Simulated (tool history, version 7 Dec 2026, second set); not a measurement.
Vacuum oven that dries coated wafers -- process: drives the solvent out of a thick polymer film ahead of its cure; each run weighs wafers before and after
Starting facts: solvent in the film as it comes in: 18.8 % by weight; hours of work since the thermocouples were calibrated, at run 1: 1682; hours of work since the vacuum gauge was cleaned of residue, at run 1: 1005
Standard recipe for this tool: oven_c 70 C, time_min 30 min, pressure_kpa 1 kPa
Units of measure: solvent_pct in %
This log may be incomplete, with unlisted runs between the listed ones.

| run | day | oven_c | time_min | pressure_kpa | hours of work since the thermocouples were calibrated | hours of work since the vacuum gauge was cleaned of residue | solvent_pct |
|---|---|---|---|---|---|---|---|
| 1 | 0 | 70 | 30 | 1 | 1682 | 1005 | 3.13 |
| 2 | 2.746 | 64 | 30 | 1 | 1709 | 1032 | 5.84 |
| 3 | 4.588 | 64 | 30 | 1 | 1727 | 1050 | 5.84 |
|  | 6.138 | oven's thermocouples calibrated |
| 4 | 7.446 | 64 | 30 | 1 | 13 | 1077 | 4.77 |
| 5 | 10.692 | 70 | 30 | 1 | 45 | 1109 | 2.43 |
| 6 | 13.121 | 70 | 30 | 1 | 69 | 1133 | 2.35 |
| 7 | 15.817 | 70 | 32 | 1 | 95 | 1160 | 2.29 |
| 8 | 18.733 | 70 | 32 | 1 | 124 | 1188 | 2.27 |
| 9 | 22.558 | 70 | 32 | 1 | 161 | 1226 | 2.3 |
| 10 | 25.542 | 70 | 30 | 1 | 190 | 1255 | 2.54 |
| 11 | 29.504 | 70 | 19 | 1 | 229 | 1294 | 4.75 |
| 12 | 31.788 | 70 | 19 | 1 | 252 | 1316 | 4.81 |
| 13 | 35.975 | 70 | 30 | 1 | 293 | 1357 | 2.52 |
| 14 | 39.475 | 70 | 30 | 1 | 327 | 1392 | 2.61 |
| 15 | 42.917 | 70 | 30 | 1 | 361 | 1426 | 2.66 |
| 16 | 46.733 | 70 | 30 | 1 | 398 | 1463 | 2.62 |
| 17 | 50.675 | 70 | 30 | 0.71 | 437 | 1502 | 2.45 |
| 18 | 54.204 | 70 | 30 | 0.71 | 472 | 1536 | 2.6 |
| 19 | 58.342 | 70 | 30 | 0.71 | 512 | 1577 | 2.55 |
| 20 | 60.804 | 70 | 30 | 0.71 | 537 | 1601 | 2.57 |
| 21 | 63.238 | 58 | 30 | 1 | 560 | 1625 | 7.88 |
| 22 | 65.596 | 70 | 30 | 1 | 584 | 1648 | 2.69 |
| 23 | 67.354 | 70 | 30 | 1 | 601 | 1665 | 2.67 |
| 24 | 70.954 | 70 | 26 | 0.78 | 636 | 1701 | 3.32 |
| 25 | 73.288 | 68 | 26 | 2.9 | 659 | 1724 | 4.79 |
| 26 | 76.558 | 68 | 26 | 2.9 | 691 | 1756 | 4.93 |
| 27 | 79.604 | 59 | 31 | 1.38 | 721 | 1786 | 7.39 |
| 28 | 82.779 | 63 | 31 | 1.31 | 752 | 1817 | 5.61 |
| 29 | 85.55 | 63 | 31 | 1.31 | 780 | 1844 | 5.65 |
| 30 | 89.379 | 66 | 45 | 0.85 | 817 | 1882 | 2.52 |
| 31 | 93.558 | 66 | 45 | 0.85 | 858 | 1923 | 2.54 |
| 32 | 96.721 | 70 | 30 | 3.52 | 889 | 1954 | 3.74 |
| 33 | 100.462 | 58 | 24 | 0.7 | 926 | 1990 | 9.05 |
| 34 | 104.046 | 58 | 24 | 0.7 | 961 | 2026 | 9.05 |
| 35 | 106.875 | 56 | 30 | 0.8 | 989 | 2053 | 9.04 |
| 36 | 109.917 | 75 | 43 | 1.78 | 1019 | 2083 | 1.03 |
| 37 | 114.196 | 75 | 43 | 1.78 | 1061 | 2125 | 0.99 |
| 38 | 117.571 | 65 | 22 | 1 | 1094 | 2158 | 6.8 |
| 39 | 119.542 | 70 | 30 | 1.15 | 1113 | 2178 | 3.08 |
| 40 | 122.988 | 68 | 30 | 3.49 | 1147 | 2212 | 4.49 |
| 41 | 126.933 | 68 | 33 | 3.49 | 1186 | 2250 | 4.24 |
| 42 | 129.296 | 77 | 20 | 1.37 | 1209 | 2273 | 2.51 |
| 43 | 132.133 | 56 | 30 | 1 | 1237 | 2301 | 9.07 |
| 44 | 135.283 | 80 | 30 | 1 | 1268 | 2332 | 0.75 |
| 45 | 138.962 | 80 | 30 | 1 | 1304 | 2368 | 0.74 |
|  | 140.179 | vacuum gauge cleaned of residue and calibrated |
| 46 | 142.629 | 70 | 30 | 1.3 | 1339 | 24 | 2.98 |

What differs in the tool's unlogged condition from the final listed run ahead of each entry between runs to the first listed run following it?
Runs 3 to 4: oven's thermocouples calibrated (day 6.138)
  true wafer temperature over the reading, C: -1.95 -> 0.21; true pressure over the reading, kPa: 0.283 -> 0.291
  measured value less the no-hidden-state value, solvent_pct: +0.99 -> +0.01 %
Runs 45 to 46: vacuum gauge cleaned of residue and calibrated (day 140.179)
  true wafer temperature over the reading, C: -1.16 -> -1.2; true pressure over the reading, kPa: 0.671 -> -0.003
  measured value less the no-hidden-state value, solvent_pct: +0.28 -> +0.42 %
